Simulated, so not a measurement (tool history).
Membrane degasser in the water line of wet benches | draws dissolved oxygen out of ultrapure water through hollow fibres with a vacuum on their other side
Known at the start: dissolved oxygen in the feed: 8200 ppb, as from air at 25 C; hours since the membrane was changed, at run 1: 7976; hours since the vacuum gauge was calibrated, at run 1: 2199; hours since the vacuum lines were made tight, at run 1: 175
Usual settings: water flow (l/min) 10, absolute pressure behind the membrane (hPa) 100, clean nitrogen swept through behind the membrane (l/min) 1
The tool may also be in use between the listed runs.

run,hour,water flow (l/min),absolute pressure behind the membrane (hPa),clean nitrogen swept through behind the membrane (l/min),hours since the membrane was changed,hours since the vacuum gauge was calibrated,hours since the vacuum lines were made tight,dissolved oxygen in the water behind the degasser (ppb),pressure that the water loses in the fibres (hPa)
1,0,10,100,1,7976,2199,175,168.9,520
# hour 107.4: membrane cartridge changed
2,252.4,10,100,1,145,2447,423,167.5,484.8
3,515,10,100,1,408,2710,686,170.3,483.3
4,769,10,100,1,662,2964,940,169.4,486
5,943.2,10,100,2.07,836,3138,1114,87,488.3
6,1175.6,10,100,2.07,1068,3371,1346,90.2,485.7
# hour 1222.1: vacuum gauge calibrated
7,1387.3,10,100,2.07,1279,165,1557,83,489.2
8,1561.1,10,100,2.07,1453,339,1731,84.4,488.9
9,1776.4,8,100,1,1668,554,1946,135.1,394.2
10,2071.2,6,100,1,1963,849,2241,105.5,292.8
11,2252.5,6,100,1,2145,1030,2422,106.3,294.1
12,2534.5,12,100,1,2427,1312,2705,200.8,594.7
13,2764.5,12,100,2.14,2657,1542,2935,103.7,594
14,2894.5,10,101,1,2787,1672,3065,174.3,499.3
# hour 2968: seals of the vacuum lines changed
15,3130,12,77,1,3020,1906,162,135.6,596.7
16,3349.4,12,68,0.51,3239,2125,381,200.3,596.8
17,3470.5,12,112,0.67,3361,2246,502,328.8,600.2
18,3708.8,12,112,0.67,3599,2485,741,328.9,598.4
19,3870.7,15,171,0.42,3761,2647,903,944.1,750.5
20,4070.6,13,135,0.65,3961,2847,1103,457.3,653.9
21,4203.5,13,135,0.65,4094,2979,1236,455.8,653.8
22,4407,6,72,2.61,4297,3183,1439,27,302.8
# hour 4630.5: vacuum gauge calibrated
23,4630.5,12,232,0.83,4520,0,1662,638.9,608.1
24,4925.4,9,137,0.83,4815,295,1957,273.3,455.9

The next listed run, before its measurement:
25,5130.6,13,100,1.31,5020,500,2162,?,?

dissolved oxygen in the water behind the degasser (ppb): 169.5
pressure that the water loses in the fibres (hPa): 654.8
Without the tool's hidden state the same run would have given dissolved oxygen in the water behind the degasser (ppb) 161.5, pressure that the water loses in the fibres (hPa) 626.3.
